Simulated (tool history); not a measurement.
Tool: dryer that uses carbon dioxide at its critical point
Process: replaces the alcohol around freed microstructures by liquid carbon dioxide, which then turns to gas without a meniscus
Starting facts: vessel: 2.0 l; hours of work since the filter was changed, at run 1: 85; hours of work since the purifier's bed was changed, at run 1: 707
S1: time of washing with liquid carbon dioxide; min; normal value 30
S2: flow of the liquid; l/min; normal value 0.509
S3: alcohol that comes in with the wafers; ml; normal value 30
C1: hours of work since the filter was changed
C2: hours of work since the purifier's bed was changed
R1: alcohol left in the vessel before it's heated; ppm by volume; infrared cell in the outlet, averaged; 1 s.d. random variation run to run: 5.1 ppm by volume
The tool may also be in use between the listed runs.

run,hour,S1,S2,S3,C1,C2,R1
1,0,30,0.509,30,85,707,160
2,44.5,30,0.509,30,112,734,161
3,105.9,30,0.509,30,150,772,176
4,158,30,0.509,30,182,804,172
# hour 193.6: inlet filter changed
5,194,30,0.681,30,0,826,123
6,257.6,30,0.681,30,39,865,125
7,324.8,30,0.681,30,81,906,126
8,355.6,30,0.509,30,100,925,198
9,408.7,30,0.509,30,132,958,198
10,461.2,30,0.509,30,165,990,195
# hour 520.9: inlet filter changed
11,524.6,30,0.509,30,2,1028,186
12,585.4,30,0.509,30,40,1066,197
13,623.9,30,0.509,30,63,1089,209
14,665.6,30,0.509,30,89,1115,214
15,721.1,30,0.509,30,123,1149,219
16,785.5,30,0.509,30,163,1189,228
17,831.6,30,0.509,30,191,1217,244
# hour 849.7: inlet filter changed
18,900.1,30,0.509,30,31,1259,212
19,950.4,30,0.509,30,62,1290,222
20,997.2,30,0.509,34,91,1318,230
21,1065.9,30,0.509,30,133,1361,244
22,1104.5,30,0.509,30,157,1384,250
23,1154.7,30,0.509,30,188,1415,266
# hour 1175.3: purifier's bed changed
# hour 1182.5: inlet filter changed
24,1220.4,30,0.401,30,23,27,184
25,1261,22,0.365,77,48,52,2030
26,1311.9,45,0.424,49,80,83,37
27,1343.6,30,0.348,37,99,103,451
28,1391.8,30,0.348,37,129,133,469
29,1422.9,32,0.525,45,148,152,74
30,1490.2,26,0.382,33,189,193,557
# hour 1510.9: inlet filter changed
31,1522.7,30,0.674,64,7,212,50
32,1555.4,32,0.418,61,27,233,243
33,1593.8,32,0.418,61,51,256,268
34,1659.2,40,0.745,48,91,296,47
35,1700.7,40,0.745,48,117,322,43
36,1757.3,40,0.745,48,152,357,46
37,1802.5,26,0.56,25,179,385,134
# hour 1838.7: inlet filter changed
38,1862.8,26,0.56,25,15,421,111
39,1918.1,21,0.509,31,49,455,363
40,1965.5,21,0.509,31,78,484,374
41,2004.5,36,0.509,99,102,508,129
42,2034.3,30,0.509,99,120,527,273
43,2088.3,30,0.509,99,154,560,296
44,2153.8,27,0.509,38,194,600,241
# hour 2167.8: inlet filter changed
45,2220.4,27,0.509,38,32,640,207
46,2249.4,40,0.509,33,50,658,102

Some steps in R1 between neighbouring runs. How much of each would the tool show without its hidden state too (settings, what came in, random variation), and how much is left for the hidden state, with any gauge scatter that isn't in both results?
Hidden conditions of the tool in this case: flow that reaches the vessel past the clogged filter, %; alcohol in the recycled carbon dioxide, ppm; drift of the gauge itself on alcohol_ppm, %.
Run 23 -> 24: S2 0.509 -> 0.401, purifier's bed changed, inlet filter changed. R1 -82 ppm by volume: hidden state -194, all else +112.
Run 24 -> 25: S1 30 -> 22, S2 0.401 -> 0.365, S3 30 -> 77. R1 +1846 ppm by volume: hidden state +127, all else +1719.
Run 25 -> 26: S1 22 -> 45, S2 0.365 -> 0.424, S3 77 -> 49. R1 -1993 ppm by volume: hidden state -124, all else -1869.
Run 30 -> 31: S1 26 -> 30, S2 0.382 -> 0.674, S3 33 -> 64, inlet filter changed. R1 -507 ppm by volume: hidden state -134, all else -373.
